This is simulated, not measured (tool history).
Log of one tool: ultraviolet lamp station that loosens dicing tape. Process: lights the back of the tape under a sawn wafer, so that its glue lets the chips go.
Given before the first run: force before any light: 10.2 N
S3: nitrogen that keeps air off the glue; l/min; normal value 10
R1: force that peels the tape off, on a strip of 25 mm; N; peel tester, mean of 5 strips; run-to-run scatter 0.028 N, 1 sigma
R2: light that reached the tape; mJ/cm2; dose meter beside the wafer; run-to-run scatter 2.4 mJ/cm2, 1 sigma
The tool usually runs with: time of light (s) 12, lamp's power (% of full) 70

Run 1, hour 0.0: usual settings. Result: R1 1.431 N, R2 266 mJ/cm2.
Run 2, hour 8.2: usual settings. Result: R1 1.567 N, R2 269 mJ/cm2.
Run 3, hour 13.9: usual settings. Result: R1 1.543 N, R2 269 mJ/cm2.
Run 4, hour 21.0: usual settings but time of light (s) 13. Result: R1 1.329 N, R2 287 mJ/cm2.
Run 5, hour 26.9: usual settings. Result: R1 1.486 N, R2 263 mJ/cm2.
Run 6, hour 32.6: usual settings but S3 18 l/min. Result: R1 1.017 N, R2 265 mJ/cm2.
Run 7, hour 39.9: usual settings but S3 5 l/min. Result: R1 2.402 N, R2 267 mJ/cm2.
Run 8, hour 49.5: usual settings but time of light (s) 23. Result: R1 0.439 N, R2 512 mJ/cm2.
Run 9, hour 54.0: usual settings but time of light (s) 23, lamp's power (% of full) 77. Result: R1 0.350 N, R2 563 mJ/cm2.
Run 10, hour 60.3: usual settings but time of light (s) 23, lamp's power (% of full) 77. Result: R1 0.360 N, R2 553 mJ/cm2.
Run 11, hour 68.4: usual settings but time of light (s) 23, lamp's power (% of full) 97. Result: R1 0.260 N, R2 706 mJ/cm2.
Run 12, hour 78.9: usual settings but time of light (s) 23, lamp's power (% of full) 97, S3 17 l/min. Result: R1 0.226 N, R2 702 mJ/cm2.
Run 13, hour 87.1: usual settings but time of light (s) 23, lamp's power (% of full) 97, S3 17 l/min. Result: R1 0.228 N, R2 705 mJ/cm2.
Run 14, hour 93.8: usual settings. Result: R1 1.487 N, R2 264 mJ/cm2.
Run 15, hour 101.1: usual settings. Result: R1 1.552 N, R2 261 mJ/cm2.
Run 16, hour 110.7: usual settings. Result: R1 1.590 N, R2 263 mJ/cm2.
Run 17, hour 115.9: usual settings. Result: R1 1.566 N, R2 258 mJ/cm2.
Run 18, hour 124.0: usual settings. Result: R1 1.549 N, R2 261 mJ/cm2.
Run 19, hour 134.1: usual settings but time of light (s) 22, lamp's power (% of full) 98, S3 5 l/min. Result: R1 0.421 N, R2 669 mJ/cm2.
Run 20, hour 140.1: usual settings but time of light (s) 6, lamp's power (% of full) 60, S3 4 l/min. Result: R1 5.877 N, R2 109 mJ/cm2.
Run 21, hour 148.0: usual settings but time of light (s) 6, lamp's power (% of full) 60, S3 4 l/min. Result: R1 5.929 N, R2 112 mJ/cm2.
Run 22, hour 156.0: usual settings but time of light (s) 6, lamp's power (% of full) 60, S3 4 l/min. Result: R1 5.803 N, R2 111 mJ/cm2.
Run 23, hour 166.5: usual settings but time of light (s) 6, lamp's power (% of full) 60, S3 4 l/min. Result: R1 5.907 N, R2 112 mJ/cm2.
Run 24, hour 172.1: usual settings but time of light (s) 18, lamp's power (% of full) 92. Result: R1 0.424 N, R2 515 mJ/cm2.
Run 25, hour 179.9: usual settings but time of light (s) 18, lamp's power (% of full) 92. Result: R1 0.413 N, R2 519 mJ/cm2.
Run 26, hour 190.1: usual settings but time of light (s) 18, lamp's power (% of full) 92. Result: R1 0.415 N, R2 508 mJ/cm2.
Run 27, hour 200.7: usual settings but time of light (s) 9, S3 14 l/min. Result: R1 2.037 N, R2 195 mJ/cm2.
Run 28, hour 211.5: usual settings but time of light (s) 9, S3 14 l/min. Result: R1 2.084 N, R2 195 mJ/cm2.
Run 29, hour 218.8: usual settings but time of light (s) 9, S3 14 l/min. Result: R1 2.090 N, R2 195 mJ/cm2.

3 options for the next run, each taken on its own from the tool as it stands now. Forecast them:
Run A, hour 223.2: usual settings but time of light (s) 7. Result: R1 ?, R2 ?.
Run B, hour 223.2: usual settings but lamp's power (% of full) 93, S3 16 l/min. Result: R1 ?, R2 ?.
Run C, hour 223.2: usual settings but lamp's power (% of full) 98, S3 14 l/min. Result: R1 ?, R2 ?.

run     R1   R2
  A  3.432  151
  B  0.676  342
  C  0.649  360
Had the tool no hidden state, the same runs would have come out as:
run     R1   R2
  A  3.159  163
  B  0.580  368
  C  0.555  387
